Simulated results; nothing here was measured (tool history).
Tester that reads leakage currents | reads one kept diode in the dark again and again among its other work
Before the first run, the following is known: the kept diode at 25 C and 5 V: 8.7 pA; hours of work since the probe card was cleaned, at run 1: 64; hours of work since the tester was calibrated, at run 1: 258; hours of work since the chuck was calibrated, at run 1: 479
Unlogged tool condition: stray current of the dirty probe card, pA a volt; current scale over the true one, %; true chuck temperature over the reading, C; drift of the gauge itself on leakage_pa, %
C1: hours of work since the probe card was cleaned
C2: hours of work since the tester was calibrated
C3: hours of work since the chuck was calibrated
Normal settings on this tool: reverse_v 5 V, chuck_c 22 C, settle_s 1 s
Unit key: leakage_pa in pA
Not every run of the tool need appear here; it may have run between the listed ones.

Run 1, hour 0: usual settings; C1 64; C2 258; C3 479. Result: leakage_pa 8.52 pA.
Run 2, hour 94.7: usual settings; C1 104; C2 298; C3 520. Result: leakage_pa 8.86 pA.
Run 3, hour 261.9: usual settings; C1 175; C2 370; C3 591. Result: leakage_pa 9.47 pA.
Run 4, hour 353.5: usual settings; C1 214; C2 408; C3 630. Result: leakage_pa 9.95 pA.
Run 5, hour 542.1: usual settings but chuck_c 21 C; C1 294; C2 489; C3 710. Result: leakage_pa 10.08 pA.
Run 6, hour 718.7: usual settings but chuck_c 21 C; C1 369; C2 564; C3 785. Result: leakage_pa 10.87 pA.
Run 7, hour 808: usual settings but chuck_c 21 C; C1 407; C2 602; C3 823. Result: leakage_pa 11.23 pA.
Run 8, hour 903.9: usual settings but chuck_c 34 C; C1 448; C2 642; C3 864. Result: leakage_pa 25.32 pA.
At hour 920.6: chuck's temperature calibrated.
Run 9, hour 1067.4: usual settings but chuck_c 34 C; C1 517; C2 711; C3 62. Result: leakage_pa 26.53 pA.
Run 10, hour 1259.2: usual settings but reverse_v 4.49 V, chuck_c 34 C, settle_s 3.03 s; C1 598; C2 793; C3 144. Result: leakage_pa 25.2 pA.
Run 11, hour 1365.8: usual settings but reverse_v 6.23 V; C1 644; C2 838; C3 189. Result: leakage_pa 16.79 pA.
Run 12, hour 1494.9: usual settings but reverse_v 6.23 V; C1 699; C2 893; C3 244. Result: leakage_pa 17.4 pA.
Run 13, hour 1622.6: usual settings but reverse_v 6.23 V; C1 753; C2 947; C3 299. Result: leakage_pa 18.13 pA.
Run 14, hour 1790.6: usual settings but chuck_c 41 C; C1 824; C2 1019; C3 370. Result: leakage_pa 45.83 pA.

Below are 5 alternative next runs, each starting from the tool's condition after run 14. Predict each:
At hour 1877.3: chuck's temperature calibrated, once more.
Run A, hour 1877.3: usual settings but reverse_v 7.99 V, settle_s 2.57 s; C1 860; C2 1055; C3 0. Result: leakage_pa ?.
At hour 1877.3: chuck's temperature calibrated, once more.
Run B, hour 1877.3: usual settings but reverse_v 8.38 V, chuck_c 41 C, settle_s 0.45 s; C1 860; C2 1055; C3 0. Result: leakage_pa ?.
At hour 1877.3: chuck's temperature calibrated, once more.
Run C, hour 1877.3: usual settings but reverse_v 7.86 V, chuck_c 27 C; C1 860; C2 1055; C3 0. Result: leakage_pa ?.
At hour 1877.3: chuck's temperature calibrated, once more.
Run D, hour 1877.3: usual settings but reverse_v 9.99 V, chuck_c 49 C, settle_s 1.18 s; C1 860; C2 1055; C3 0. Result: leakage_pa ?.
At hour 1877.3: chuck's temperature calibrated, once more.
Run E, hour 1877.3: usual settings but reverse_v 3.78 V, chuck_c 41 C; C1 860; C2 1055; C3 0. Result: leakage_pa ?.

run  leakage_pa
  A       21.35
  B       58.63
  C       26.49
  D      103.43
  E       34.97
With the hidden condition removed and each run's random variation left untouched, the same runs would have given:
run  leakage_pa
  A           9
  B       45.93
  C       14.34
  D       88.57
  E       29.32

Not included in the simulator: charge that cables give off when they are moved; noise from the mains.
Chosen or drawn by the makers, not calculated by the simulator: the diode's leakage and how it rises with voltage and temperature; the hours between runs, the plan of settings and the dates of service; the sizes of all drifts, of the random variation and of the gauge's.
